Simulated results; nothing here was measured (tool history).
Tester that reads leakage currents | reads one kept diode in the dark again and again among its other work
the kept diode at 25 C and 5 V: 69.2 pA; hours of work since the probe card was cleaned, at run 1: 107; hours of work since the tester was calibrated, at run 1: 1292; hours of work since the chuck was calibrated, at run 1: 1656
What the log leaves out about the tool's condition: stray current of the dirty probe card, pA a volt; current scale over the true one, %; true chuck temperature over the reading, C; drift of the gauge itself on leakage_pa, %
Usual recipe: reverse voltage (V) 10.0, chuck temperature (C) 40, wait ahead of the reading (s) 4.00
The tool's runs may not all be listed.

run,hour,reverse voltage (V),chuck temperature (C),wait ahead of the reading (s),hours of work since the probe card was cleaned,hours of work since the tester was calibrated,hours of work since the chuck was calibrated,current that the tester gives (pA)
1,0.0,10.0,40,4.00,107,1292,1656,341.92
2,50.8,10.0,40,4.00,143,1328,1693,342.16
3,91.6,10.0,40,4.00,173,1357,1722,342.96
4,137.2,10.0,40,4.00,206,1390,1755,341.90
5,181.3,10.0,40,4.00,237,1422,1787,344.54
6,225.8,10.0,40,4.00,269,1454,1818,342.59
7,251.1,10.0,40,4.00,287,1472,1837,344.22
# hour 287.7: chuck's temperature calibrated
8,313.0,1.0,40,4.00,330,1515,18,137.06
9,365.0,10.0,40,4.00,368,1552,56,365.31
10,417.2,10.0,40,4.00,405,1590,93,363.36
11,477.2,10.0,26,4.00,448,1633,136,110.80
12,523.3,8.1,40,4.00,481,1666,169,334.70
13,548.6,16.8,40,4.00,500,1684,187,462.14
14,605.1,16.8,40,4.00,540,1725,228,460.85
15,635.8,16.8,40,4.00,562,1747,250,461.76
16,669.2,16.8,40,4.00,586,1771,274,461.19
17,721.9,10.0,40,2.20,624,1809,312,367.27
18,756.3,10.0,40,2.20,649,1833,337,366.98
19,812.4,10.0,27,4.00,689,1874,377,124.23
20,841.8,10.0,27,4.00,710,1895,398,124.86
21,882.1,9.8,27,2.56,739,1924,427,124.34
22,909.5,2.1,40,5.20,759,1943,447,186.81
23,945.8,1.4,21,0.85,785,1969,473,29.98
24,1002.8,1.4,21,0.85,826,2010,514,30.10
25,1034.4,1.0,30,4.00,849,2033,536,57.18
26,1066.6,3.9,42,1.58,872,2056,559,288.81
27,1107.3,10.0,22,0.54,901,2085,589,92.61
28,1137.6,10.0,22,5.47,923,2107,610,86.42
29,1178.2,3.2,37,4.00,952,2136,640,174.30

Run 30, settings as shown, results not yet in. Your forecast:
30,1212.8,3.2,37,4.00,977,2161,664,?

current that the tester gives (pA): 173.66
On a tool with no hidden condition, and with the same random variation, this run would have come out at current that the tester gives (pA) 171.03.

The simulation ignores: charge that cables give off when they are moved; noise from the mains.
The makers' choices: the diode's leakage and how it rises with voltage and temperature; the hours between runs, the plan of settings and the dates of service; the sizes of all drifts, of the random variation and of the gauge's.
